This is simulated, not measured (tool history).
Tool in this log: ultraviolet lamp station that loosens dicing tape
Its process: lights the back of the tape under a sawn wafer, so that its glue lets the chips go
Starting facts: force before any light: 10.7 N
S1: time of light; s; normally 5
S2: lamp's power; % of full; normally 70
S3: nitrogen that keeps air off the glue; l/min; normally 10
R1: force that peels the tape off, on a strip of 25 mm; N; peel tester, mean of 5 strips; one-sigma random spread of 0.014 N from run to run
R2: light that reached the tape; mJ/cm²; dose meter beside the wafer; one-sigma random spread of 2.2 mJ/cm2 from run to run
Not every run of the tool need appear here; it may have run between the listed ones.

run 1 hour=0.0 | S1=5 S2=70 S3=10 | R1=0.696 R2=189
run 2 hour=43.9 | S1=5 S2=70 S3=10 | R1=0.727 R2=184
run 3 hour=101.3 | S1=5 S2=70 S3=10 | R1=0.766 R2=181
run 4 hour=163.0 | S1=5 S2=70 S3=10 | R1=0.822 R2=175
run 5 hour=223.5 | S1=6 S2=70 S3=10 | R1=0.567 R2=205
run 6 hour=265.3 | S1=6 S2=70 S3=10 | R1=0.585 R2=200
run 7 hour=352.8 | S1=6 S2=70 S3=10 | R1=0.659 R2=195
run 8 hour=410.7 | S1=6 S2=70 S3=10 | R1=0.709 R2=188
run 9 hour=471.1 | S1=6 S2=70 S3=10 | R1=0.765 R2=184
run 10 hour=535.9 | S1=5 S2=70 S3=10 | R1=1.214 R2=148
run 11 hour=631.0 | S1=5 S2=70 S3=10 | R1=1.351 R2=143
run 12 hour=717.6 | S1=5 S2=70 S3=10 | R1=1.422 R2=137
-- hour=755.1 window cleaned of glue's vapour
run 13 hour=772.5 | S1=5 S2=70 S3=10 | R1=1.172 R2=155
run 14 hour=812.7 | S1=5 S2=70 S3=10 | R1=1.229 R2=147
run 15 hour=881.4 | S1=5 S2=71 S3=10 | R1=1.297 R2=142
run 16 hour=931.0 | S1=5 S2=84 S3=10 | R1=0.951 R2=164
run 17 hour=1007.2 | S1=2 S2=70 S3=10 | R1=4.674 R2=55
run 18 hour=1089.0 | S1=5 S2=73 S3=10 | R1=1.493 R2=131
run 19 hour=1169.7 | S1=5 S2=73 S3=10 | R1=1.630 R2=126
-- hour=1185.9 lamp changed
run 20 hour=1240.2 | S1=5 S2=73 S3=10 | R1=0.729 R2=187
run 21 hour=1304.5 | S1=5 S2=60 S3=9 | R1=1.230 R2=147
run 22 hour=1366.0 | S1=5 S2=60 S3=9 | R1=1.276 R2=148
run 23 hour=1438.2 | S1=5 S2=60 S3=9 | R1=1.384 R2=137
run 24 hour=1486.2 | S1=8 S2=60 S3=9 | R1=0.516 R2=222
-- hour=1528.0 window cleaned of glue's vapour
run 25 hour=1581.0 | S1=8 S2=60 S3=9 | R1=0.425 R2=241
run 26 hour=1656.9 | S1=8 S2=60 S3=9 | R1=0.469 R2=233
run 27 hour=1698.7 | S1=8 S2=60 S3=9 | R1=0.483 R2=230
run 28 hour=1750.9 | S1=8 S2=60 S3=9 | R1=0.505 R2=222
run 29 hour=1841.5 | S1=8 S2=60 S3=9 | R1=0.555 R2=212
run 30 hour=1890.8 | S1=5 S2=80 S3=14 | R1=0.739 R2=175
run 31 hour=1962.2 | S1=5 S2=70 S3=10 | R1=1.159 R2=147
run 32 hour=2015.2 | S1=6 S2=96 S3=7 | R1=0.501 R2=235
run 33 hour=2073.8 | S1=6 S2=96 S3=7 | R1=0.566 R2=228
run 34 hour=2121.7 | S1=4 S2=98 S3=9 | R1=1.183 R2=156
run 35 hour=2169.3 | S1=6 S2=85 S3=8 | R1=0.748 R2=194
run 36 hour=2256.0 | S1=6 S2=79 S3=8 | R1=0.956 R2=175
-- hour=2301.1 window cleaned of glue's vapour
run 37 hour=2336.1 | S1=6 S2=62 S3=6 | R1=1.443 R2=149
run 38 hour=2430.5 | S1=3 S2=93 S3=15 | R1=2.023 R2=110
run 39 hour=2509.0 | S1=7 S2=74 S3=10 | R1=0.739 R2=188

Results per run with the tool's hidden condition removed, run-to-run variation unchanged:
Unlogged tool condition in this case: lamp's light, % of a new lamp's; light that the window lets through, % of a clean one's; drift of the gauge itself on peel_n, %; drift of the gauge itself on dose_mj_cm2, %.
run=1 R1=0.637 R2=196
run=2 R1=0.635 R2=195
run=3 R1=0.633 R2=196
run=4 R1=0.636 R2=195
run=5 R1=0.408 R2=236
run=6 R1=0.404 R2=235
run=7 R1=0.412 R2=239
run=8 R1=0.415 R2=236
run=9 R1=0.420 R2=238
run=10 R1=0.643 R2=198
run=11 R1=0.655 R2=199
run=12 R1=0.632 R2=199
run=13 R1=0.635 R2=203
run=14 R1=0.642 R2=198
run=15 R1=0.631 R2=198
run=16 R1=0.419 R2=235
run=17 R1=3.169 R2=80
run=18 R1=0.585 R2=204
run=19 R1=0.589 R2=206
run=20 R1=0.580 R2=207
run=21 R1=0.948 R2=167
run=22 R1=0.932 R2=171
run=23 R1=0.949 R2=166
run=24 R1=0.325 R2=272
run=25 R1=0.326 R2=271
run=26 R1=0.335 R2=271
run=27 R1=0.327 R2=272
run=28 R1=0.321 R2=270
run=29 R1=0.320 R2=269
run=30 R1=0.406 R2=226
run=31 R1=0.609 R2=197
run=32 R1=0.253 R2=325
run=33 R1=0.265 R2=324
run=34 R1=0.512 R2=225
run=35 R1=0.304 R2=289
run=36 R1=0.345 R2=271
run=37 R1=0.689 R2=212
run=38 R1=0.932 R2=163
run=39 R1=0.274 R2=294

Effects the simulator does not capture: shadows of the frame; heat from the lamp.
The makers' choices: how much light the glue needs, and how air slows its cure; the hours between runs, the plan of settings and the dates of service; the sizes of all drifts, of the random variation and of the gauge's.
